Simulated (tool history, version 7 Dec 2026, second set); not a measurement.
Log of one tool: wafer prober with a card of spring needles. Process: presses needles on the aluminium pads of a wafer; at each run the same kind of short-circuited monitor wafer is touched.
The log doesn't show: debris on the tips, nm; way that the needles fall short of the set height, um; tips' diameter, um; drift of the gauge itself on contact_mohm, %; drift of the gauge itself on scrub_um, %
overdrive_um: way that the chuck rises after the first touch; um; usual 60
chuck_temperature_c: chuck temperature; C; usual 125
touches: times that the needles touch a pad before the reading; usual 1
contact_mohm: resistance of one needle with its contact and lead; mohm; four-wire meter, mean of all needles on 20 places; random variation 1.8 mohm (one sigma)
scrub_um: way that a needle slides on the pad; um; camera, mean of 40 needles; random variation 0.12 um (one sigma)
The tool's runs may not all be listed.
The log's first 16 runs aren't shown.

run	hour	overdrive_um	chuck_temperature_c	touches	touches since the tips were cleaned	cleanings since the card got new needles	touches since the first contact's height was set	contact_mohm	scrub_um
17	112.2	60	65	1	3325	22	88730	252	9.01
# hour 112.8: tips cleaned on abrasive film
18	122.6	60	29	2	2138	23	90976	205	9.00
# hour 129.2: tips cleaned on abrasive film
19	130.0	60	29	2	180	24	92563	176	9.00
20	138.6	60	37	2	2045	24	94428	206	8.91
# hour 145.1: tips cleaned on abrasive film
21	149.0	54	125	1	842	25	96665	223	7.97
22	155.9	65	80	2	2357	25	98180	210	9.69
# hour 161.3: tips cleaned on abrasive film
23	161.4	65	80	2	29	26	99348	186	9.86
24	168.4	63	33	3	1549	26	100868	187	9.11
# hour 177.7: tips cleaned on abrasive film
25	178.5	63	50	1	169	27	103046	185	9.46
26	185.0	53	119	2	1570	27	104447	223	7.89
# hour 193.7: tips cleaned on abrasive film
27	193.7	72	119	2	3	28	106326	193	10.98
28	204.4	72	119	2	2332	28	108655	214	10.70
# hour 210.3: tips cleaned on abrasive film
29	211.9	72	119	2	357	29	110276	195	10.73
30	220.0	62	119	1	2117	29	112036	240	9.06
# hour 226.5: tips cleaned on abrasive film
31	229.0	62	119	1	554	30	113966	213	9.20
32	237.6	66	93	1	2424	30	115836	235	9.80
# hour 242.7: tips cleaned on abrasive film
33	247.8	60	98	1	1116	31	118031	222	8.85

Forecast each of these 3 alternatives for the next run:
A	253.9	44	84	2	2446	31	119361	?	?
B	253.9	62	98	2	2446	31	119361	?	?
C	253.9	61	61	1	2446	31	119361	?	?

run	contact_mohm	scrub_um
A	262	6.26
B	219	9.21
C	241	8.98
Without the tool's hidden state the same runs would have given:
run	contact_mohm	scrub_um
A	189	6.90
B	182	9.85
C	177	9.61
